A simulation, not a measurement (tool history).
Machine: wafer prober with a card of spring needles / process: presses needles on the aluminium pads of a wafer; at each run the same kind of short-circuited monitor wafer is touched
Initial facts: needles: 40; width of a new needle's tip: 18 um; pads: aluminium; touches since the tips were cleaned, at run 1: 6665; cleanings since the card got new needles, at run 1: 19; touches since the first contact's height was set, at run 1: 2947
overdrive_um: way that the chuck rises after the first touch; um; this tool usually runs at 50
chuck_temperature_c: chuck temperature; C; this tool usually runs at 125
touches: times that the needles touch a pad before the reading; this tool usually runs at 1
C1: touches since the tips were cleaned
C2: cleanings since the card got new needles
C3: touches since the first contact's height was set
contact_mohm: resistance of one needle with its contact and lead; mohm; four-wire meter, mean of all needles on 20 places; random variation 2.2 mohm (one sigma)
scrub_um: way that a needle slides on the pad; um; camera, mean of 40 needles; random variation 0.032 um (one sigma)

run 1 hour=0 | overdrive_um=50 chuck_temperature_c=125 touches=1 | C1=6665 C2=19 C3=2947 | contact_mohm=242 scrub_um=10.96
-- hour=2.6 tips cleaned on abrasive film
run 2 hour=8.5 | overdrive_um=50 chuck_temperature_c=125 touches=1 | C1=2503 C2=20 C3=6541 | contact_mohm=238 scrub_um=10.96
run 3 hour=18.8 | overdrive_um=50 chuck_temperature_c=125 touches=1 | C1=6941 C2=20 C3=10979 | contact_mohm=241 scrub_um=10.92
-- hour=20.5 tips cleaned on abrasive film
run 4 hour=24.5 | overdrive_um=50 chuck_temperature_c=125 touches=1 | C1=1743 C2=21 C3=13388 | contact_mohm=237 scrub_um=10.95
run 5 hour=34.5 | overdrive_um=50 chuck_temperature_c=125 touches=1 | C1=6003 C2=21 C3=17648 | contact_mohm=236 scrub_um=10.97
-- hour=38.1 tips cleaned on abrasive film
run 6 hour=45 | overdrive_um=50 chuck_temperature_c=125 touches=1 | C1=2921 C2=22 C3=22103 | contact_mohm=236 scrub_um=10.98
run 7 hour=50.5 | overdrive_um=50 chuck_temperature_c=125 touches=1 | C1=5321 C2=22 C3=24503 | contact_mohm=240 scrub_um=10.97
-- hour=55.9 tips cleaned on abrasive film
run 8 hour=63.3 | overdrive_um=50 chuck_temperature_c=125 touches=2 | C1=3177 C2=23 C3=29929 | contact_mohm=237 scrub_um=10.97
run 9 hour=70 | overdrive_um=50 chuck_temperature_c=125 touches=2 | C1=6036 C2=23 C3=32788 | contact_mohm=241 scrub_um=10.96
-- hour=73.7 tips cleaned on abrasive film
run 10 hour=81 | overdrive_um=50 chuck_temperature_c=34 touches=1 | C1=3137 C2=24 C3=37474 | contact_mohm=218 scrub_um=10.96
run 11 hour=86.4 | overdrive_um=50 chuck_temperature_c=34 touches=1 | C1=5481 C2=24 C3=39818 | contact_mohm=213 scrub_um=10.99
-- hour=91.3 tips cleaned on abrasive film
run 12 hour=94.6 | overdrive_um=50 chuck_temperature_c=34 touches=1 | C1=1422 C2=25 C3=43290 | contact_mohm=215 scrub_um=10.95
run 13 hour=103.8 | overdrive_um=50 chuck_temperature_c=34 touches=1 | C1=5357 C2=25 C3=47225 | contact_mohm=214 scrub_um=10.96
-- hour=108.9 tips cleaned on abrasive film
run 14 hour=109.4 | overdrive_um=50 chuck_temperature_c=34 touches=1 | C1=213 C2=26 C3=49596 | contact_mohm=215 scrub_um=10.97
run 15 hour=121.1 | overdrive_um=35 chuck_temperature_c=119 touches=1 | C1=5224 C2=26 C3=54607 | contact_mohm=250 scrub_um=7.72
-- hour=127.1 tips cleaned on abrasive film
run 16 hour=132.3 | overdrive_um=31 chuck_temperature_c=49 touches=3 | C1=2245 C2=27 C3=59374 | contact_mohm=232 scrub_um=6.76
run 17 hour=143.9 | overdrive_um=67 chuck_temperature_c=125 touches=2 | C1=7216 C2=27 C3=64345 | contact_mohm=235 scrub_um=14.72
-- hour=145.1 tips cleaned on abrasive film
run 18 hour=150.5 | overdrive_um=57 chuck_temperature_c=27 touches=2 | C1=2310 C2=28 C3=67123 | contact_mohm=209 scrub_um=12.52
run 19 hour=157.3 | overdrive_um=57 chuck_temperature_c=125 touches=3 | C1=5222 C2=28 C3=70035 | contact_mohm=232 scrub_um=12.5
-- hour=162.7 tips cleaned on abrasive film
run 20 hour=165.2 | overdrive_um=50 chuck_temperature_c=125 touches=3 | C1=1047 C2=29 C3=73376 | contact_mohm=239 scrub_um=10.93
run 21 hour=173.4 | overdrive_um=46 chuck_temperature_c=125 touches=2 | C1=4596 C2=29 C3=76925 | contact_mohm=238 scrub_um=10.1
-- hour=180.5 tips cleaned on abrasive film
run 22 hour=180.7 | overdrive_um=44 chuck_temperature_c=101 touches=2 | C1=95 C2=30 C3=79995 | contact_mohm=236 scrub_um=9.71
run 23 hour=186.1 | overdrive_um=50 chuck_temperature_c=69 touches=2 | C1=2422 C2=30 C3=82322 | contact_mohm=226 scrub_um=10.98
-- hour=187.1 height of the first contact set anew
run 24 hour=193.6 | overdrive_um=50 chuck_temperature_c=69 touches=2 | C1=5515 C2=30 C3=2795 | contact_mohm=222 scrub_um=10.98
-- hour=198.4 tips cleaned on abrasive film
run 25 hour=204.5 | overdrive_um=50 chuck_temperature_c=69 touches=2 | C1=2627 C2=31 C3=7410 | contact_mohm=226 scrub_um=11.02
run 26 hour=212.5 | overdrive_um=50 chuck_temperature_c=69 touches=2 | C1=6069 C2=31 C3=10852 | contact_mohm=222 scrub_um=11.04
-- hour=216.8 tips cleaned on abrasive film
run 27 hour=220.7 | overdrive_um=50 chuck_temperature_c=69 touches=2 | C1=1708 C2=32 C3=14335 | contact_mohm=221 scrub_um=11.02
run 28 hour=231.7 | overdrive_um=37 chuck_temperature_c=76 touches=1 | C1=6432 C2=32 C3=19059 | contact_mohm=234 scrub_um=8.14

What if the next run were any one of these 4? Each begins from the tool's condition after run 28:
-- hour=234.3 tips cleaned on abrasive film
run A hour=241.6 | overdrive_um=50 chuck_temperature_c=80 touches=1 | C1=3125 C2=33 C3=23235 | contact_mohm=? scrub_um=?
-- hour=234.3 tips cleaned on abrasive film
run B hour=241.6 | overdrive_um=50 chuck_temperature_c=90 touches=1 | C1=3125 C2=33 C3=23235 | contact_mohm=? scrub_um=?
-- hour=234.3 tips cleaned on abrasive film
run C hour=241.6 | overdrive_um=41 chuck_temperature_c=125 touches=2 | C1=3125 C2=33 C3=23235 | contact_mohm=? scrub_um=?
-- hour=234.3 tips cleaned on abrasive film
run D hour=241.6 | overdrive_um=66 chuck_temperature_c=44 touches=2 | C1=3125 C2=33 C3=23235 | contact_mohm=? scrub_um=?

run=A contact_mohm=227 scrub_um=10.96
run=B contact_mohm=233 scrub_um=10.98
run=C contact_mohm=248 scrub_um=8.94
run=D contact_mohm=212 scrub_um=14.44
Without the tool's unlogged condition, the same runs would have read:
run=A contact_mohm=226 scrub_um=10.96
run=B contact_mohm=232 scrub_um=10.98
run=C contact_mohm=248 scrub_um=8.95
run=D contact_mohm=211 scrub_um=14.44
